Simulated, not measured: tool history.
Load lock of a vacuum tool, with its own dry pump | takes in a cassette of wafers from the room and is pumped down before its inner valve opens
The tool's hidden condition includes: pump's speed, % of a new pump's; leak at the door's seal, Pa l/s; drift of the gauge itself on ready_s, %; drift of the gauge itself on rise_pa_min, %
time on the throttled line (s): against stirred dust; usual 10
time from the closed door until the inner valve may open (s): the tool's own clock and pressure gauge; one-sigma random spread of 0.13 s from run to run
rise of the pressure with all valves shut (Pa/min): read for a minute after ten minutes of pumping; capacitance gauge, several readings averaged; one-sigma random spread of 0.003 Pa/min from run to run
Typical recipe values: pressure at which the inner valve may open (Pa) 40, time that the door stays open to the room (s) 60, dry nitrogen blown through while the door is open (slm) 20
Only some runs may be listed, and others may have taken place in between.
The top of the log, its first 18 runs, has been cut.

| run | hour | time on the throttled line (s) | pressure at which the inner valve may open (Pa) | time that the door stays open to the room (s) | dry nitrogen blown through while the door is open (slm) | hours that the pump has run since its overhaul | times that the door has closed on its seal | incoming humidity of the room's air, % | time from the closed door until the inner valve may open (s) | rise of the pressure with all valves shut (Pa/min) |
|---|---|---|---|---|---|---|---|---|---|---|
| 19 | 7414.1 | 10 | 41 | 116 | 36 | 4800 | 47899 | 42 | 16.6 | 0.034 |
| 20 | 7934.3 | 10 | 64 | 67 | 34 | 5320 | 49206 | 44.3 | 16.1 | 0.03 |
| 21 | 8398.1 | 6 | 40 | 60 | 6 | 5784 | 50372 | 49.3 | 13.2 | 0.057 |
| 22 | 8937.9 | 10 | 68 | 26 | 20 | 6324 | 51728 | 45.4 | 16 | 0.028 |
| 23 | 9458.1 | 10 | 40 | 192 | 15 | 6844 | 53035 | 46.4 | 16.5 | 0.055 |
| 24 | 9801.2 | 9 | 43 | 208 | 11 | 7187 | 53897 | 42.4 | 15.8 | 0.06 |
| 25 | 10122.5 | 19 | 40 | 142 | 20 | 7509 | 54705 | 43.8 | 23.6 | 0.052 |
| 26 | 10506.9 | 5 | 74 | 77 | 7 | 7893 | 55671 | 44 | 11.7 | 0.05 |
| 27 | 10799.5 | 10 | 36 | 60 | 20 | 8186 | 56406 | 47 | 16.5 | 0.04 |
|  | 11144.6 | door's seal changed, seat wiped |
| 28 | 11197.8 | 8 | 42 | 40 | 8 | 8582 | 134 | 44.3 | 14.7 | 0.042 |
| 29 | 11449.7 | 8 | 42 | 40 | 8 | 8834 | 767 | 45.2 | 15 | 0.044 |
| 30 | 11900.2 | 10 | 40 | 67 | 38 | 9285 | 1899 | 44.1 | 16.5 | 0.027 |
| 31 | 12176.9 | 10 | 40 | 67 | 38 | 9562 | 2594 | 44.8 | 16.5 | 0.025 |
| 32 | 12685.2 | 10 | 40 | 67 | 38 | 10070 | 3872 | 42.9 | 16.4 | 0.023 |
| 33 | 12970.5 | 10 | 67 | 40 | 18 | 10355 | 4589 | 41.6 | 16.1 | 0.03 |
| 34 | 13218.8 | 10 | 67 | 40 | 18 | 10603 | 5212 | 46.9 | 16 | 0.038 |
| 35 | 13715.8 | 10 | 62 | 60 | 31 | 11100 | 6461 | 45.7 | 16 | 0.028 |
| 36 | 14127.1 | 5 | 62 | 60 | 9 | 11512 | 7495 | 44.1 | 12.2 | 0.045 |

Below are 4 alternative next runs, each starting from the tool's condition after run 36. Predict each:
| A | 14449 | 7 | 62 | 29 | 16 | 11834 | 8304 | 45.5 | ? | ? |
| B | 14449 | 10 | 76 | 60 | 20 | 11834 | 8304 | 46.7 | ? | ? |
| C | 14449 | 5 | 68 | 60 | 23 | 11834 | 8304 | 45.4 | ? | ? |
| D | 14449 | 10 | 40 | 60 | 37 | 11834 | 8304 | 41.4 | ? | ? |

| run | time from the closed door until the inner valve may open (s) | rise of the pressure with all valves shut (Pa/min) |
|---|---|---|
| A | 13.8 | 0.039 |
| B | 15.7 | 0.037 |
| C | 11.9 | 0.031 |
| D | 16.5 | 0.032 |
Had the tool no hidden state, the same runs would have come out as:
| run | time from the closed door until the inner valve may open (s) | rise of the pressure with all valves shut (Pa/min) |
|---|---|---|
| A | 13.8 | 0.039 |
| B | 15.7 | 0.037 |
| C | 11.9 | 0.031 |
| D | 16.5 | 0.031 |
